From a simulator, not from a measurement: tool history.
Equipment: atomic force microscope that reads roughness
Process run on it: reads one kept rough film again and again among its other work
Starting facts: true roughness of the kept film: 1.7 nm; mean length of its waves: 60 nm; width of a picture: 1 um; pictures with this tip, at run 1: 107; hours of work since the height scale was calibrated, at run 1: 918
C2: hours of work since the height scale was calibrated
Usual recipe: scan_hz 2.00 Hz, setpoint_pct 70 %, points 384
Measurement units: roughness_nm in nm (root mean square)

Run 1, hour 0.0: usual settings; pictures with this tip 107; C2 918. Result: roughness_nm 1.583 nm (root mean square).
Run 2, hour 70.4: usual settings; pictures with this tip 168; C2 947. Result: roughness_nm 1.567 nm (root mean square).
Run 3, hour 110.5: usual settings; pictures with this tip 203; C2 963. Result: roughness_nm 1.570 nm (root mean square).
Run 4, hour 148.4: usual settings; pictures with this tip 235; C2 979. Result: roughness_nm 1.546 nm (root mean square).
Run 5, hour 201.9: usual settings but setpoint_pct 62 %; pictures with this tip 282; C2 1001. Result: roughness_nm 1.567 nm (root mean square).
Run 6, hour 237.9: usual settings but setpoint_pct 68 %; pictures with this tip 313; C2 1016. Result: roughness_nm 1.548 nm (root mean square).
At hour 293.2: new tip fitted.
Run 7, hour 293.2: usual settings but setpoint_pct 68 %; pictures with this tip 0; C2 1038. Result: roughness_nm 1.629 nm (root mean square).
Run 8, hour 324.2: usual settings but setpoint_pct 68 %; pictures with this tip 27; C2 1051. Result: roughness_nm 1.611 nm (root mean square).
Run 9, hour 373.7: usual settings but setpoint_pct 82 %; pictures with this tip 70; C2 1072. Result: roughness_nm 1.540 nm (root mean square).
Run 10, hour 412.2: usual settings but setpoint_pct 82 %; pictures with this tip 103; C2 1087. Result: roughness_nm 1.550 nm (root mean square).
Run 11, hour 456.7: usual settings but setpoint_pct 82 %; pictures with this tip 141; C2 1106. Result: roughness_nm 1.522 nm (root mean square).
Run 12, hour 516.6: usual settings; pictures with this tip 193; C2 1131. Result: roughness_nm 1.572 nm (root mean square).
Run 13, hour 559.6: usual settings but points 575; pictures with this tip 230; C2 1148. Result: roughness_nm 1.550 nm (root mean square).
Run 14, hour 612.9: usual settings but points 575; pictures with this tip 277; C2 1170. Result: roughness_nm 1.554 nm (root mean square).
Run 15, hour 682.3: usual settings but points 575; pictures with this tip 336; C2 1199. Result: roughness_nm 1.542 nm (root mean square).
At hour 710.7: new tip fitted.
Run 16, hour 720.3: usual settings but points 275; pictures with this tip 8; C2 1214. Result: roughness_nm 1.607 nm (root mean square).
Run 17, hour 763.3: usual settings but scan_hz 3.22 Hz; pictures with this tip 45; C2 1232. Result: roughness_nm 1.582 nm (root mean square).
Run 18, hour 835.0: usual settings but scan_hz 3.22 Hz; pictures with this tip 107; C2 1262. Result: roughness_nm 1.560 nm (root mean square).
Run 19, hour 905.4: usual settings; pictures with this tip 168; C2 1291. Result: roughness_nm 1.579 nm (root mean square).
Run 20, hour 941.6: usual settings; pictures with this tip 199; C2 1306. Result: roughness_nm 1.581 nm (root mean square).
Run 21, hour 996.0: usual settings; pictures with this tip 246; C2 1328. Result: roughness_nm 1.552 nm (root mean square).
Run 22, hour 1043.2: usual settings but scan_hz 1.59 Hz; pictures with this tip 287; C2 1348. Result: roughness_nm 1.559 nm (root mean square).
Run 23, hour 1095.7: usual settings but scan_hz 1.59 Hz; pictures with this tip 332; C2 1369. Result: roughness_nm 1.551 nm (root mean square).
At hour 1130.8: new tip fitted.
Run 24, hour 1166.1: usual settings but points 939; pictures with this tip 31; C2 1398. Result: roughness_nm 1.616 nm (root mean square).
At hour 1219.4: height scale calibrated on a step standard.
Run 25, hour 1239.8: usual settings but points 939; pictures with this tip 94; C2 8. Result: roughness_nm 1.622 nm (root mean square).
Run 26, hour 1305.7: usual settings but points 844; pictures with this tip 150; C2 36. Result: roughness_nm 1.600 nm (root mean square).
Run 27, hour 1348.9: usual settings but setpoint_pct 69 %, points 844; pictures with this tip 188; C2 53. Result: roughness_nm 1.593 nm (root mean square).
Run 28, hour 1418.7: usual settings but setpoint_pct 69 %, points 844; pictures with this tip 248; C2 82. Result: roughness_nm 1.587 nm (root mean square).
Run 29, hour 1471.2: usual settings but scan_hz 1.34 Hz, setpoint_pct 86 %, points 716; pictures with this tip 293; C2 104. Result: roughness_nm 1.542 nm (root mean square).
At hour 1478.4: height scale calibrated on a step standard, once more.
Run 30, hour 1510.1: usual settings but scan_hz 0.66 Hz, setpoint_pct 89 %, points 960; pictures with this tip 326; C2 13. Result: roughness_nm 1.512 nm (root mean square).
At hour 1549.1: new tip fitted.
Run 31, hour 1570.6: usual settings but scan_hz 0.63 Hz, points 996; pictures with this tip 18; C2 38. Result: roughness_nm 1.650 nm (root mean square).
Run 32, hour 1616.9: usual settings but scan_hz 2.19 Hz, setpoint_pct 80 %, points 283; pictures with this tip 58; C2 57. Result: roughness_nm 1.536 nm (root mean square).
Run 33, hour 1661.2: usual settings but scan_hz 2.19 Hz, setpoint_pct 86 %, points 283; pictures with this tip 96; C2 75. Result: roughness_nm 1.483 nm (root mean square).
Run 34, hour 1703.2: usual settings but scan_hz 0.97 Hz, setpoint_pct 61 %; pictures with this tip 133; C2 93. Result: roughness_nm 1.608 nm (root mean square).
Run 35, hour 1767.3: usual settings but scan_hz 2.44 Hz, setpoint_pct 58 %, points 870; pictures with this tip 188; C2 119. Result: roughness_nm 1.575 nm (root mean square).
Run 36, hour 1824.3: usual settings but scan_hz 2.13 Hz, points 628; pictures with this tip 237; C2 143. Result: roughness_nm 1.533 nm (root mean square).
Run 37, hour 1889.3: usual settings but scan_hz 2.13 Hz, points 628; pictures with this tip 294; C2 169. Result: roughness_nm 1.531 nm (root mean square).
Run 38, hour 1933.8: usual settings but scan_hz 2.13 Hz, points 628; pictures with this tip 332; C2 188. Result: roughness_nm 1.510 nm (root mean square).
At hour 1969.1: new tip fitted.
Run 39, hour 1983.3: usual settings but scan_hz 1.16 Hz, setpoint_pct 79 %, points 687; pictures with this tip 12; C2 208. Result: roughness_nm 1.601 nm (root mean square).
Run 40, hour 2029.5: usual settings but scan_hz 1.16 Hz, setpoint_pct 79 %, points 687; pictures with this tip 52; C2 227. Result: roughness_nm 1.595 nm (root mean square).
Run 41, hour 2075.6: usual settings but scan_hz 1.16 Hz, setpoint_pct 76 %, points 450; pictures with this tip 92; C2 246. Result: roughness_nm 1.593 nm (root mean square).
Run 42, hour 2109.7: usual settings but scan_hz 1.16 Hz, setpoint_pct 76 %, points 450; pictures with this tip 122; C2 260. Result: roughness_nm 1.579 nm (root mean square).
Run 43, hour 2162.2: usual settings but scan_hz 1.16 Hz, setpoint_pct 76 %, points 450; pictures with this tip 167; C2 282. Result: roughness_nm 1.561 nm (root mean square).
Run 44, hour 2202.1: usual settings but scan_hz 1.16 Hz, setpoint_pct 89 %, points 1016; pictures with this tip 201; C2 298. Result: roughness_nm 1.509 nm (root mean square).
Run 45, hour 2250.6: usual settings but setpoint_pct 75 %; pictures with this tip 243; C2 318. Result: roughness_nm 1.521 nm (root mean square).
Run 46, hour 2280.6: usual settings but scan_hz 1.93 Hz, setpoint_pct 88 %, points 629; pictures with this tip 269; C2 331. Result: roughness_nm 1.463 nm (root mean square).
Run 47, hour 2318.1: usual settings but scan_hz 1.93 Hz, setpoint_pct 73 %, points 490; pictures with this tip 302; C2 346. Result: roughness_nm 1.517 nm (root mean square).
Run 48, hour 2382.2: usual settings but scan_hz 2.02 Hz, setpoint_pct 59 %, points 466; pictures with this tip 357; C2 373. Result: roughness_nm 1.533 nm (root mean square).
At hour 2388.0: new tip fitted.
Run 49, hour 2453.2: usual settings but setpoint_pct 71 %, points 265; pictures with this tip 56; C2 402. Result: roughness_nm 1.594 nm (root mean square).
Run 50, hour 2495.2: usual settings but scan_hz 1.00 Hz, setpoint_pct 78 %, points 852; pictures with this tip 92; C2 419. Result: roughness_nm 1.604 nm (root mean square).
Run 51, hour 2551.7: usual settings but scan_hz 1.23 Hz, setpoint_pct 56 %, points 411; pictures with this tip 141; C2 442. Result: roughness_nm 1.615 nm (root mean square).
Run 52, hour 2612.5: usual settings but scan_hz 2.69 Hz, setpoint_pct 55 %, points 260; pictures with this tip 194; C2 467. Result: roughness_nm 1.582 nm (root mean square).

Branching from run 52: 4 alternative next runs. What would each branch give?
Run A, hour 2684.4: usual settings but scan_hz 2.69 Hz, setpoint_pct 63 %, points 260; pictures with this tip 256; C2 497. Result: roughness_nm ?.
Run B, hour 2684.4: usual settings but scan_hz 2.14 Hz, setpoint_pct 55 %, points 260; pictures with this tip 256; C2 497. Result: roughness_nm ?.
Run C, hour 2684.4: usual settings but scan_hz 1.39 Hz, setpoint_pct 88 %, points 362; pictures with this tip 256; C2 497. Result: roughness_nm ?.
Run D, hour 2684.4: usual settings but setpoint_pct 88 %, points 632; pictures with this tip 256; C2 497. Result: roughness_nm ?.

run  roughness_nm
  A         1.544
  B         1.578
  C         1.503
  D         1.444
Without the tool's unlogged condition, the same runs would have read:
run  roughness_nm
  A         1.603
  B         1.639
  C         1.561
  D         1.500
